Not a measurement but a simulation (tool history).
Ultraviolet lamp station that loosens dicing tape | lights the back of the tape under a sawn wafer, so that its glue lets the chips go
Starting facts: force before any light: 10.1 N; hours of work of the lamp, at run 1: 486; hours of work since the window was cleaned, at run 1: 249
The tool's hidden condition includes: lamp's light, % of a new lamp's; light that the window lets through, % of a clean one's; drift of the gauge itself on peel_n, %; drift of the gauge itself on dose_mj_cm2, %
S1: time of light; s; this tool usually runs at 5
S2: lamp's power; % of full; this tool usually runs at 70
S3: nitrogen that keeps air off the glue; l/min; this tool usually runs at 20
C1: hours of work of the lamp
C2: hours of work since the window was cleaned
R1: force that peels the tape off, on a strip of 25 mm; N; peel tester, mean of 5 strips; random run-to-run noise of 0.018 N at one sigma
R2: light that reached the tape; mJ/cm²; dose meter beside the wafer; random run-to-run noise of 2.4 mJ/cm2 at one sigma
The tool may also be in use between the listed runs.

run   hour  S1  S2  S3   C1   C2     R1   R2
  1      0   5  70  20  486  249   1.11  239
  2   27.3   5  70  20  498  261  1.131  236
  3   60.2   3  70  20  513  276  2.709  138
  4   82.6   3  70  20  523  286  2.743  144
      86.2  -- window cleaned of glue's vapour
  5   98.8   5  70  33  531    6  0.785  233
  6  120.8   5  70  33  541   16  0.764  235
  7  143.7   5  84   8  551   26  1.816  278
  8  176.5   5  70  38  566   41  0.695  232
  9  202.2   2  69   7  577   52  5.842   88
 10  229.5   3  69   7  590   65  4.429  135
 11  260.8   3  69   7  604   79  4.499  137
     267.2  -- window cleaned of glue's vapour, once more
 12  292.9   3  69   7  618   12  4.359  141

Branching from run 12: 3 alternative next runs. What would each branch give?
  A  317.4   3  69  12  629  23   ?   ?
  B  317.4   6  66  20  629  23   ?   ?
  C  317.4   3  60   6  629  23   ?   ?

run     R1   R2
  A  3.534  138
  B  0.862  271
  C  4.975  123
What these runs would have given with no unlogged condition in the tool:
run     R1   R2
  A  3.116  155
  B  0.649  303
  C  4.587  138
